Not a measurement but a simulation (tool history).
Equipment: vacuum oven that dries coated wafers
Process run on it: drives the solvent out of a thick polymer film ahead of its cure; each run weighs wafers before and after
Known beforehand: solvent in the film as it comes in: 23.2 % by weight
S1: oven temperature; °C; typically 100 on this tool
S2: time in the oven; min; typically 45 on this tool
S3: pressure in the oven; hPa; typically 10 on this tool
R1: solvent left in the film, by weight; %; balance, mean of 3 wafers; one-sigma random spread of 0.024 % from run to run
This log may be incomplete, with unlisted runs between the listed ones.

run	hour	S1	S2	S3	R1
1	0	100	45	10	1.31
2	55.4	100	45	10	1.34
3	99.8	100	45	15.7	1.62
4	153.6	100	45	15.7	1.64
5	182.8	100	45	15.7	1.66
6	229.8	100	45	15.7	1.6
7	276.3	100	45	17	1.69
8	317.6	100	45	17	1.68
9	366.1	100	45	10	1.31
10	394.1	100	45	10	1.32
11	449.8	100	45	10	1.35
12	492.3	100	45	10	1.33
13	515.7	100	32	10	2.34
14	557.1	91	79	38.8	3.51
# hour 608: oven's thermocouples calibrated
15	614.3	87	45	8.6	4.23
16	664.8	87	45	8.6	4.22
17	698.9	88	45	12.7	4.21
18	747.7	88	45	12.7	4.19
19	778.1	94	54	5.6	1.66
20	813	91	66	19.7	2.63

What if the next run were any one of these 4? Each begins from the tool's condition after run 20:
A	854.5	100	65	10	?
B	854.5	101	63	10	?
C	854.5	110	49	35.3	?
D	854.5	91	50	22.3	?

run	R1
A	0.96
B	1.02
C	1.64
D	3.6
What these runs would have given with no unlogged condition in the tool:
run	R1
A	0.7
B	0.77
C	1.46
D	3.31

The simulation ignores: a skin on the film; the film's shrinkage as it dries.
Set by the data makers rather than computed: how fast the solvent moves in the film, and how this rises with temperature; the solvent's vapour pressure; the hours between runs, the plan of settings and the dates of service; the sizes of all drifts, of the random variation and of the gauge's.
